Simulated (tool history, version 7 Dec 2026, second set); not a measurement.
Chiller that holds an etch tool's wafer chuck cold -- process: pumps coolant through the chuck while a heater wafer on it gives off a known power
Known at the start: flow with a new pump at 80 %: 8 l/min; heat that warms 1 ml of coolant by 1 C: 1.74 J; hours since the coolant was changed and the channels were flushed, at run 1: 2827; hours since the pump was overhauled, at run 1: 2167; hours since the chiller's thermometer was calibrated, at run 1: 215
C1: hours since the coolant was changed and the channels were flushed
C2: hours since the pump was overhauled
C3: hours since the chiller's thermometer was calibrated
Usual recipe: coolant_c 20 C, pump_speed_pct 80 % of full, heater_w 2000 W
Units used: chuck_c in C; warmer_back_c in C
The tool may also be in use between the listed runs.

{"run": 1, "hour": 0.0, "coolant_c": 20, "pump_speed_pct": 80, "heater_w": 2000, "C1": 2827, "C2": 2167, "C3": 215, "chuck_c": 40.8, "warmer_back_c": 8.99}
{"run": 2, "hour": 61.8, "coolant_c": 20, "pump_speed_pct": 80, "heater_w": 2000, "C1": 2888, "C2": 2228, "C3": 277, "chuck_c": 41, "warmer_back_c": 9}
{"run": 3, "hour": 96.6, "coolant_c": 20, "pump_speed_pct": 80, "heater_w": 2000, "C1": 2923, "C2": 2263, "C3": 311, "chuck_c": 41, "warmer_back_c": 8.9}
{"run": 4, "hour": 144.0, "coolant_c": 20, "pump_speed_pct": 80, "heater_w": 2000, "C1": 2971, "C2": 2311, "C3": 359, "chuck_c": 41, "warmer_back_c": 8.98}
{"run": 5, "hour": 205.9, "coolant_c": 20, "pump_speed_pct": 80, "heater_w": 2000, "C1": 3033, "C2": 2372, "C3": 421, "chuck_c": 41.3, "warmer_back_c": 9.02}
{"run": 6, "hour": 236.3, "coolant_c": 20, "pump_speed_pct": 80, "heater_w": 2000, "C1": 3063, "C2": 2403, "C3": 451, "chuck_c": 41.3, "warmer_back_c": 9.03}
{"run": 7, "hour": 293.3, "coolant_c": 20, "pump_speed_pct": 80, "heater_w": 2000, "C1": 3120, "C2": 2460, "C3": 508, "chuck_c": 41.3, "warmer_back_c": 9.04}
{"run": 8, "hour": 319.3, "coolant_c": 20, "pump_speed_pct": 80, "heater_w": 1995, "C1": 3146, "C2": 2486, "C3": 534, "chuck_c": 41.4, "warmer_back_c": 9.05}
{"run": 9, "hour": 344.4, "coolant_c": 20, "pump_speed_pct": 80, "heater_w": 1995, "C1": 3171, "C2": 2511, "C3": 559, "chuck_c": 41.6, "warmer_back_c": 9}
{"run": 10, "hour": 376.4, "coolant_c": 20, "pump_speed_pct": 80, "heater_w": 1992, "C1": 3203, "C2": 2543, "C3": 591, "chuck_c": 41.1, "warmer_back_c": 8.99}
{"run": 11, "hour": 433.1, "coolant_c": 20, "pump_speed_pct": 80, "heater_w": 1992, "C1": 3260, "C2": 2600, "C3": 648, "chuck_c": 41.5, "warmer_back_c": 9.02}
{"run": 12, "hour": 459.8, "coolant_c": 20, "pump_speed_pct": 80, "heater_w": 2601, "C1": 3286, "C2": 2626, "C3": 675, "chuck_c": 47.9, "warmer_back_c": 11.81}
{"run": 13, "hour": 497.6, "coolant_c": 20, "pump_speed_pct": 80, "heater_w": 2601, "C1": 3324, "C2": 2664, "C3": 712, "chuck_c": 48.1, "warmer_back_c": 11.76}
{"run": 14, "hour": 555.2, "coolant_c": 20, "pump_speed_pct": 80, "heater_w": 2601, "C1": 3382, "C2": 2722, "C3": 770, "chuck_c": 48, "warmer_back_c": 11.82}
{"run": 15, "hour": 596.1, "coolant_c": 20, "pump_speed_pct": 80, "heater_w": 2601, "C1": 3423, "C2": 2763, "C3": 811, "chuck_c": 48.3, "warmer_back_c": 11.87}
{"run": 16, "hour": 638.5, "coolant_c": 20, "pump_speed_pct": 80, "heater_w": 2601, "C1": 3465, "C2": 2805, "C3": 853, "chuck_c": 48.4, "warmer_back_c": 11.85}
{"run": 17, "hour": 695.5, "coolant_c": 12, "pump_speed_pct": 90, "heater_w": 1412, "C1": 3522, "C2": 2862, "C3": 910, "chuck_c": 26.2, "warmer_back_c": 5.61}
{"run": 18, "hour": 725.5, "coolant_c": 21, "pump_speed_pct": 80, "heater_w": 2000, "C1": 3552, "C2": 2892, "C3": 940, "chuck_c": 43, "warmer_back_c": 9.14}
{"run": 19, "hour": 787.4, "coolant_c": 21, "pump_speed_pct": 80, "heater_w": 2000, "C1": 3614, "C2": 2954, "C3": 1002, "chuck_c": 43.1, "warmer_back_c": 9.07}
{"run": 20, "hour": 824.6, "coolant_c": 25, "pump_speed_pct": 66, "heater_w": 1428, "C1": 3651, "C2": 2991, "C3": 1039, "chuck_c": 43.7, "warmer_back_c": 8.15}
{"run": 21, "hour": 872.7, "coolant_c": 25, "pump_speed_pct": 66, "heater_w": 1428, "C1": 3699, "C2": 3039, "C3": 1088, "chuck_c": 43.8, "warmer_back_c": 8.17}
{"run": 22, "hour": 903.4, "coolant_c": 20, "pump_speed_pct": 80, "heater_w": 1666, "C1": 3730, "C2": 3070, "C3": 1118, "chuck_c": 38.5, "warmer_back_c": 7.65}
{"run": 23, "hour": 948.9, "coolant_c": 14, "pump_speed_pct": 67, "heater_w": 1713, "C1": 3775, "C2": 3115, "C3": 1164, "chuck_c": 36.4, "warmer_back_c": 9.62}
{"run": 24, "hour": 986.7, "coolant_c": 14, "pump_speed_pct": 67, "heater_w": 1713, "C1": 3813, "C2": 3153, "C3": 1202, "chuck_c": 36.5, "warmer_back_c": 9.66}
{"run": 25, "hour": 1025.4, "coolant_c": 25, "pump_speed_pct": 92, "heater_w": 1129, "C1": 3852, "C2": 3192, "C3": 1240, "chuck_c": 36.4, "warmer_back_c": 4.46}
{"run": 26, "hour": 1071.9, "coolant_c": 23, "pump_speed_pct": 72, "heater_w": 2993, "C1": 3899, "C2": 3239, "C3": 1287, "chuck_c": 59.7, "warmer_back_c": 15.57}
{"run": 27, "hour": 1113.1, "coolant_c": 23, "pump_speed_pct": 72, "heater_w": 2993, "C1": 3940, "C2": 3280, "C3": 1328, "chuck_c": 59.8, "warmer_back_c": 15.41}
{"run": 28, "hour": 1152.1, "coolant_c": 13, "pump_speed_pct": 65, "heater_w": 1646, "C1": 3979, "C2": 3319, "C3": 1367, "chuck_c": 35, "warmer_back_c": 9.58}
{"run": 29, "hour": 1181.3, "coolant_c": 13, "pump_speed_pct": 65, "heater_w": 1646, "C1": 4008, "C2": 3348, "C3": 1396, "chuck_c": 35.2, "warmer_back_c": 9.59}

Each row is a separate what-if for the run after 29, all from the same tool condition, not one after another. Results?
{"run": "A", "hour": 1210.3, "coolant_c": 19, "pump_speed_pct": 65, "heater_w": 1623, "C1": 4037, "C2": 3377, "C3": 1425, "chuck_c": "?", "warmer_back_c": "?"}
{"run": "B", "hour": 1210.3, "coolant_c": 17, "pump_speed_pct": 65, "heater_w": 1032, "C1": 4037, "C2": 3377, "C3": 1425, "chuck_c": "?", "warmer_back_c": "?"}
{"run": "C", "hour": 1210.3, "coolant_c": 18, "pump_speed_pct": 66, "heater_w": 1327, "C1": 4037, "C2": 3377, "C3": 1425, "chuck_c": "?", "warmer_back_c": "?"}

run=A chuck_c=40.8 warmer_back_c=9.44
run=B chuck_c=31.2 warmer_back_c=6.04
run=C chuck_c=35.9 warmer_back_c=7.63
Stripped of hidden state, with their random variation kept, the same runs would have yielded:
run=A chuck_c=36.5 warmer_back_c=8.81
run=B chuck_c=28.3 warmer_back_c=5.64
run=C chuck_c=32.3 warmer_back_c=7.12

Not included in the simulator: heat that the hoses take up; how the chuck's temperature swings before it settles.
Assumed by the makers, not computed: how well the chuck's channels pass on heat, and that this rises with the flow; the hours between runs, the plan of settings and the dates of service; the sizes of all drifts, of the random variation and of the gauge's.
